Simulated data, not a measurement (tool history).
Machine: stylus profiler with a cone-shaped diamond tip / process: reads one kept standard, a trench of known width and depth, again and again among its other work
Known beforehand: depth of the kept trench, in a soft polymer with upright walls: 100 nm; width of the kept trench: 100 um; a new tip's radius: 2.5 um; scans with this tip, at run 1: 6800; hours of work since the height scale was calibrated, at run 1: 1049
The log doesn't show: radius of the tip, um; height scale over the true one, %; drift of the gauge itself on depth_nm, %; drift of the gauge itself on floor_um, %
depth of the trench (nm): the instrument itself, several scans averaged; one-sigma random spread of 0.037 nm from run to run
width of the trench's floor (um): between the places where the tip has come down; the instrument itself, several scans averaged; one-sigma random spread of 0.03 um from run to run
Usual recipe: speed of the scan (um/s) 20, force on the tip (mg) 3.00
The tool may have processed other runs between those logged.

run   hour  speed of the scan (um/s)  force on the tip (mg)  scans with this tip  hours of work since the height scale was calibrated  depth of the trench (nm)  width of the trench's floor (um)
  1    0.0                        20                   3.00                 6800                                                 1049                    100.85                             98.15
  2   27.6                        61                   3.00                 6896                                                 1063                    100.79                             97.98
  3   59.2                        61                   3.00                 7006                                                 1080                    100.83                             98.02
  4   79.7                        61                   3.00                 7077                                                 1091                    100.90                             97.99
      84.3  -- height scale calibrated on a step standard
  5  122.3                        20                   4.49                 7223                                                   20                    100.98                             98.09
  6  155.8                         9                   1.57                 7339                                                   38                    100.03                             98.14
  7  197.1                        12                   2.85                 7482                                                   60                    100.50                             98.22
  8  226.8                        12                   2.85                 7586                                                   76                    100.40                             98.15
  9  254.9                        12                   2.85                 7683                                                   91                    100.48                             98.18
     270.4  -- height scale calibrated on a step standard, once more
 10  297.8                        28                   1.61                 7830                                                   15                    100.95                             98.04

What if the next run were any one of these 5? Each begins from the tool's condition after run 10:
  A  335.5                        49                   1.92                 7961                                                   35                         ?                                 ?
  B  335.5                        28                   5.64                 7961                                                   35                         ?                                 ?
  C  335.5                         6                   2.39                 7961                                                   35                         ?                                 ?
  D  335.5                        20                   2.09                 7961                                                   35                         ?                                 ?
  E  335.5                        20                   3.00                 7961                                                   35                         ?                                 ?

run  depth of the trench (nm)  width of the trench's floor (um)
  A                    100.99                             97.91
  B                    102.12                             98.15
  C                    101.14                             98.19
  D                    101.03                             98.12
  E                    101.40                             98.11
The same runs, with their run-to-run variation unchanged, on a tool lacking any hidden condition would have given:
run  depth of the trench (nm)  width of the trench's floor (um)
  A                    101.01                             98.32
  B                    102.14                             98.57
  C                    101.16                             98.61
  D                    101.05                             98.54
  E                    101.42                             98.53

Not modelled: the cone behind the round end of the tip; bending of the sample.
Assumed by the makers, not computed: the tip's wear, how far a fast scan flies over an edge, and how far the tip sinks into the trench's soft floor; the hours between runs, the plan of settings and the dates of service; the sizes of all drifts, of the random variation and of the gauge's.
